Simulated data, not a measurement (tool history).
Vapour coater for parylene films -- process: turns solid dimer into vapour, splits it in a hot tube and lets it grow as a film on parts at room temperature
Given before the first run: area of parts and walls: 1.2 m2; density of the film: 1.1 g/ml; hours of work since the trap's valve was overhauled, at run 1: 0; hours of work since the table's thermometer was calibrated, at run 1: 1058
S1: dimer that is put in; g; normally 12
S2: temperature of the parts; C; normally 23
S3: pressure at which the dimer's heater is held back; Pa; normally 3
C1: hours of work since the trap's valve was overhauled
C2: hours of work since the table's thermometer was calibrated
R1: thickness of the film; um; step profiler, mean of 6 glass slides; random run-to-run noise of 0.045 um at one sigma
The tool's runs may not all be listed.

{"run": 1, "day": 0.0, "S1": 12, "S2": 23, "S3": 3, "C1": 0, "C2": 1058, "R1": 5}
{"run": 2, "day": 3.312, "S1": 12, "S2": 23, "S3": 3, "C1": 64, "C2": 1122, "R1": 4.85}
{"run": 3, "day": 6.05, "S1": 12, "S2": 23, "S3": 3, "C1": 116, "C2": 1174, "R1": 4.6}
{"run": 4, "day": 8.625, "S1": 12, "S2": 23, "S3": 3, "C1": 165, "C2": 1223, "R1": 4.52}
{"run": 5, "day": 10.538, "S1": 12, "S2": 23, "S3": 3, "C1": 202, "C2": 1260, "R1": 4.51}
{"day": 13.083, "done": "trap's valve overhauled"}
{"run": 6, "day": 13.888, "S1": 12, "S2": 23, "S3": 2.38, "C1": 15, "C2": 1321, "R1": 4.27}
{"run": 7, "day": 17.142, "S1": 12, "S2": 23, "S3": 2.38, "C1": 78, "C2": 1383, "R1": 4.06}
{"run": 8, "day": 19.392, "S1": 12, "S2": 23, "S3": 2.38, "C1": 121, "C2": 1427, "R1": 3.87}
{"run": 9, "day": 21.596, "S1": 12, "S2": 23, "S3": 2.38, "C1": 163, "C2": 1469, "R1": 3.76}
{"run": 10, "day": 24.238, "S1": 5, "S2": 23, "S3": 3, "C1": 214, "C2": 1519, "R1": 1.43}
{"day": 25.954, "done": "trap's valve overhauled"}
{"run": 11, "day": 26.404, "S1": 5, "S2": 23, "S3": 3, "C1": 9, "C2": 1558, "R1": 2.05}
{"run": 12, "day": 28.388, "S1": 5, "S2": 23, "S3": 2.67, "C1": 47, "C2": 1596, "R1": 2.06}
{"run": 13, "day": 31.646, "S1": 12, "S2": 23, "S3": 5.42, "C1": 109, "C2": 1658, "R1": 4.02}
{"day": 31.958, "done": "trap's valve overhauled, once more"}
{"run": 14, "day": 33.296, "S1": 12, "S2": 23, "S3": 5.42, "C1": 26, "C2": 1687, "R1": 4.23}
{"run": 15, "day": 35.933, "S1": 12, "S2": 23, "S3": 5.42, "C1": 76, "C2": 1737, "R1": 4.16}
{"run": 16, "day": 38.212, "S1": 12, "S2": 23, "S3": 5.42, "C1": 120, "C2": 1781, "R1": 4.05}
{"run": 17, "day": 41.396, "S1": 12, "S2": 23, "S3": 5.42, "C1": 181, "C2": 1842, "R1": 3.9}
{"run": 18, "day": 44.354, "S1": 12, "S2": 23, "S3": 5.42, "C1": 238, "C2": 1899, "R1": 3.77}
{"day": 44.808, "done": "trap's valve overhauled"}
{"run": 19, "day": 46.196, "S1": 12, "S2": 23, "S3": 5.42, "C1": 27, "C2": 1931, "R1": 4.22}
{"run": 20, "day": 48.925, "S1": 12, "S2": 23, "S3": 5.42, "C1": 79, "C2": 1983, "R1": 4.08}
{"run": 21, "day": 51.988, "S1": 6, "S2": 19, "S3": 8.77, "C1": 138, "C2": 2042, "R1": 1.94}
{"day": 52.929, "done": "table's thermometer calibrated"}
{"run": 22, "day": 54.454, "S1": 6, "S2": 19, "S3": 8.77, "C1": 184, "C2": 29, "R1": 1.96}
{"run": 23, "day": 56.071, "S1": 19, "S2": 19, "S3": 3.49, "C1": 215, "C2": 60, "R1": 7.44}
{"day": 57.992, "done": "trap's valve overhauled"}
{"run": 24, "day": 59.592, "S1": 17, "S2": 20, "S3": 6.47, "C1": 31, "C2": 125, "R1": 6.35}
{"run": 25, "day": 61.962, "S1": 19, "S2": 19, "S3": 8.05, "C1": 76, "C2": 170, "R1": 6.82}
{"run": 26, "day": 63.533, "S1": 19, "S2": 19, "S3": 8.05, "C1": 106, "C2": 200, "R1": 6.65}
{"run": 27, "day": 66.633, "S1": 6, "S2": 31, "S3": 3.28, "C1": 166, "C2": 259, "R1": 1.83}
{"run": 28, "day": 69.242, "S1": 15, "S2": 34, "S3": 3.28, "C1": 216, "C2": 309, "R1": 4.17}
{"day": 71.054, "done": "trap's valve overhauled"}
{"run": 29, "day": 71.896, "S1": 12, "S2": 20, "S3": 3.47, "C1": 16, "C2": 357, "R1": 5.18}
{"run": 30, "day": 74.225, "S1": 20, "S2": 26, "S3": 2.1, "C1": 61, "C2": 402, "R1": 8.19}
{"run": 31, "day": 77.438, "S1": 12, "S2": 23, "S3": 4.78, "C1": 122, "C2": 463, "R1": 4.22}
{"run": 32, "day": 80.412, "S1": 14, "S2": 30, "S3": 10.69, "C1": 179, "C2": 520, "R1": 3.49}
{"run": 33, "day": 82.629, "S1": 10, "S2": 23, "S3": 3.1, "C1": 222, "C2": 563, "R1": 3.64}
{"day": 84.071, "done": "trap's valve overhauled"}
{"run": 34, "day": 85.254, "S1": 10, "S2": 23, "S3": 3.1, "C1": 23, "C2": 610, "R1": 4.1}
{"run": 35, "day": 87.608, "S1": 10, "S2": 23, "S3": 3.1, "C1": 68, "C2": 655, "R1": 3.99}
{"run": 36, "day": 89.775, "S1": 22, "S2": 23, "S3": 3.1, "C1": 109, "C2": 697, "R1": 8.73}
{"run": 37, "day": 91.312, "S1": 10, "S2": 19, "S3": 4.36, "C1": 139, "C2": 726, "R1": 3.9}
{"run": 38, "day": 93.012, "S1": 5, "S2": 26, "S3": 9.44, "C1": 171, "C2": 759, "R1": 1.36}
{"run": 39, "day": 95.142, "S1": 5, "S2": 26, "S3": 9.44, "C1": 212, "C2": 799, "R1": 1.3}

Alternative continuations, all from the tool just after run 39; predict every row:
{"day": 96.929, "done": "trap's valve overhauled"}
{"run": "A", "day": 98.367, "S1": 16, "S2": 26, "S3": 9.44, "C1": 28, "C2": 858, "R1": "?"}
{"day": 96.929, "done": "trap's valve overhauled"}
{"run": "B", "day": 98.367, "S1": 12, "S2": 33, "S3": 5.59, "C1": 28, "C2": 858, "R1": "?"}
{"day": 96.929, "done": "trap's valve overhauled"}
{"run": "C", "day": 98.367, "S1": 7, "S2": 16, "S3": 5.99, "C1": 28, "C2": 858, "R1": "?"}
{"day": 96.929, "done": "trap's valve overhauled"}
{"run": "D", "day": 98.367, "S1": 5, "S2": 26, "S3": 3.85, "C1": 28, "C2": 858, "R1": "?"}

run=A R1=4.72
run=B R1=3.35
run=C R1=2.94
run=D R1=1.78
The same runs, with their run-to-run variation unchanged, on a tool lacking any hidden condition would have given:
run=A R1=4.9
run=B R1=3.48
run=C R1=3.05
run=D R1=1.85
